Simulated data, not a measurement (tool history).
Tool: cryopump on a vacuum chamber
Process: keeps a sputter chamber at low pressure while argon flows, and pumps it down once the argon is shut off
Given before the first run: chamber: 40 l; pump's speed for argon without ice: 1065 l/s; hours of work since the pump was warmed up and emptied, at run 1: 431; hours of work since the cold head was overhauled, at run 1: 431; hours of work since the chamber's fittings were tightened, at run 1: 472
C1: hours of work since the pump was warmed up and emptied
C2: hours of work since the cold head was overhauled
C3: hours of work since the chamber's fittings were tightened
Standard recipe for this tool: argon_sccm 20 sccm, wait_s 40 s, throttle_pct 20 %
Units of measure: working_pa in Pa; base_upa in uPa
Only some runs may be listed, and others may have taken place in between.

Run 1, day 0.000: usual settings; C1 431; C2 431; C3 472. Result: working_pa 0.1638 Pa, base_upa 2.00 uPa.
Run 2, day 1.321: usual settings; C1 445; C2 445; C3 486. Result: working_pa 0.1651 Pa, base_upa 1.94 uPa.
Run 3, day 2.000: usual settings; C1 452; C2 452; C3 493. Result: working_pa 0.1656 Pa, base_upa 1.99 uPa.
Run 4, day 3.483: usual settings but wait_s 165 s; C1 467; C2 467; C3 508. Result: working_pa 0.1662 Pa, base_upa 1.11 uPa.
Run 5, day 4.925: usual settings but wait_s 165 s; C1 482; C2 482; C3 523. Result: working_pa 0.1661 Pa, base_upa 1.13 uPa.
Run 6, day 6.125: usual settings; C1 494; C2 494; C3 535. Result: working_pa 0.1643 Pa, base_upa 2.06 uPa.
Run 7, day 7.662: usual settings; C1 510; C2 510; C3 551. Result: working_pa 0.1660 Pa, base_upa 2.04 uPa.
At day 8.162: pump warmed up, emptied and cooled again.
Run 8, day 9.000: usual settings; C1 9; C2 522; C3 563. Result: working_pa 0.1600 Pa, base_upa 1.92 uPa.
Run 9, day 10.129: usual settings but argon_sccm 23 sccm; C1 20; C2 533; C3 574. Result: working_pa 0.1838 Pa, base_upa 1.90 uPa.
Run 10, day 11.292: usual settings but argon_sccm 23 sccm; C1 32; C2 545; C3 586. Result: working_pa 0.1838 Pa, base_upa 1.90 uPa.
Run 11, day 12.383: usual settings but argon_sccm 23 sccm; C1 43; C2 557; C3 598. Result: working_pa 0.1826 Pa, base_upa 1.94 uPa.
Run 12, day 13.179: usual settings but argon_sccm 23 sccm; C1 52; C2 565; C3 606. Result: working_pa 0.1857 Pa, base_upa 1.90 uPa.
Run 13, day 14.288: usual settings; C1 63; C2 576; C3 617. Result: working_pa 0.1599 Pa, base_upa 1.99 uPa.
Run 14, day 15.746: usual settings; C1 78; C2 591; C3 632. Result: working_pa 0.1602 Pa, base_upa 1.97 uPa.
Run 15, day 17.146: usual settings but wait_s 111 s; C1 92; C2 606; C3 647. Result: working_pa 0.1613 Pa, base_upa 1.26 uPa.
Run 16, day 18.458: usual settings but wait_s 111 s; C1 106; C2 619; C3 660. Result: working_pa 0.1579 Pa, base_upa 1.31 uPa.
Run 17, day 19.712: usual settings but wait_s 111 s, throttle_pct 18 %; C1 119; C2 632; C3 673. Result: working_pa 0.1775 Pa, base_upa 1.32 uPa.
Run 18, day 20.554: usual settings but wait_s 111 s, throttle_pct 18 %; C1 128; C2 641; C3 682. Result: working_pa 0.1796 Pa, base_upa 1.33 uPa.
Run 19, day 21.729: usual settings but argon_sccm 16 sccm, wait_s 139 s, throttle_pct 15 %; C1 140; C2 653; C3 694. Result: working_pa 0.1702 Pa, base_upa 1.24 uPa.
Run 20, day 22.988: usual settings but argon_sccm 16 sccm, wait_s 139 s, throttle_pct 15 %; C1 153; C2 666; C3 707. Result: working_pa 0.1725 Pa, base_upa 1.23 uPa.
Run 21, day 23.658: usual settings but wait_s 61 s, throttle_pct 15 %; C1 159; C2 673; C3 714. Result: working_pa 0.2132 Pa, base_upa 1.66 uPa.
Run 22, day 24.642: usual settings but wait_s 61 s, throttle_pct 15 %; C1 170; C2 683; C3 724. Result: working_pa 0.2137 Pa, base_upa 1.64 uPa.
Run 23, day 25.900: usual settings but wait_s 61 s, throttle_pct 15 %; C1 183; C2 696; C3 737. Result: working_pa 0.2138 Pa, base_upa 1.68 uPa.
Run 24, day 27.012: usual settings but argon_sccm 15 sccm, wait_s 61 s, throttle_pct 58 %; C1 194; C2 707; C3 748. Result: working_pa 0.0424 Pa, base_upa 1.74 uPa.
Run 25, day 28.479: usual settings but argon_sccm 15 sccm, wait_s 61 s, throttle_pct 58 %; C1 209; C2 722; C3 763. Result: working_pa 0.0427 Pa, base_upa 1.70 uPa.
Run 26, day 29.771: usual settings but argon_sccm 35 sccm, wait_s 37 s, throttle_pct 58 %; C1 222; C2 735; C3 776. Result: working_pa 0.1006 Pa, base_upa 2.28 uPa.
Run 27, day 31.104: usual settings but throttle_pct 45 %; C1 236; C2 749; C3 790. Result: working_pa 0.0735 Pa, base_upa 2.14 uPa.
Run 28, day 32.179: usual settings but argon_sccm 32 sccm, wait_s 47 s; C1 247; C2 760; C3 801. Result: working_pa 0.2589 Pa, base_upa 1.95 uPa.
Run 29, day 33.125: usual settings but argon_sccm 12 sccm, wait_s 29 s, throttle_pct 56 %; C1 257; C2 770; C3 811. Result: working_pa 0.0365 Pa, base_upa 2.72 uPa.
Run 30, day 33.829: usual settings but argon_sccm 12 sccm, wait_s 29 s, throttle_pct 56 %; C1 264; C2 777; C3 818. Result: working_pa 0.0357 Pa, base_upa 2.68 uPa.
Run 31, day 35.221: usual settings but argon_sccm 17 sccm, wait_s 21 s, throttle_pct 56 %; C1 278; C2 792; C3 833. Result: working_pa 0.0513 Pa, base_upa 3.20 uPa.
Run 32, day 36.392: usual settings but argon_sccm 13 sccm, wait_s 59 s, throttle_pct 45 %; C1 291; C2 804; C3 845. Result: working_pa 0.0487 Pa, base_upa 1.81 uPa.
Run 33, day 37.129: usual settings but argon_sccm 13 sccm, wait_s 59 s, throttle_pct 45 %; C1 298; C2 811; C3 852. Result: working_pa 0.0486 Pa, base_upa 1.83 uPa.
Run 34, day 38.183: usual settings but argon_sccm 14 sccm, wait_s 32 s, throttle_pct 37 %; C1 309; C2 822; C3 863. Result: working_pa 0.0622 Pa, base_upa 2.51 uPa.
Run 35, day 39.121: usual settings but argon_sccm 14 sccm, wait_s 32 s, throttle_pct 37 %; C1 319; C2 832; C3 873. Result: working_pa 0.0633 Pa, base_upa 2.56 uPa.

Forecast each of these 3 alternatives for the next run:
Run A, day 39.762: usual settings but argon_sccm 22 sccm, wait_s 76 s, throttle_pct 18 %; C1 325; C2 838; C3 879. Result: working_pa ?, base_upa ?.
Run B, day 39.762: usual settings but argon_sccm 17 sccm, wait_s 148 s, throttle_pct 29 %; C1 325; C2 838; C3 879. Result: working_pa ?, base_upa ?.
Run C, day 39.762: usual settings but argon_sccm 14 sccm, wait_s 145 s, throttle_pct 37 %; C1 325; C2 838; C3 879. Result: working_pa ?, base_upa ?.

run  working_pa  base_upa
  A      0.1982      1.72
  B      0.0962      1.41
  C      0.0635      1.37
Without the tool's unlogged condition, the same runs would have read:
run  working_pa  base_upa
  A      0.1934      0.89
  B      0.0925      0.60
  C      0.0604      0.56
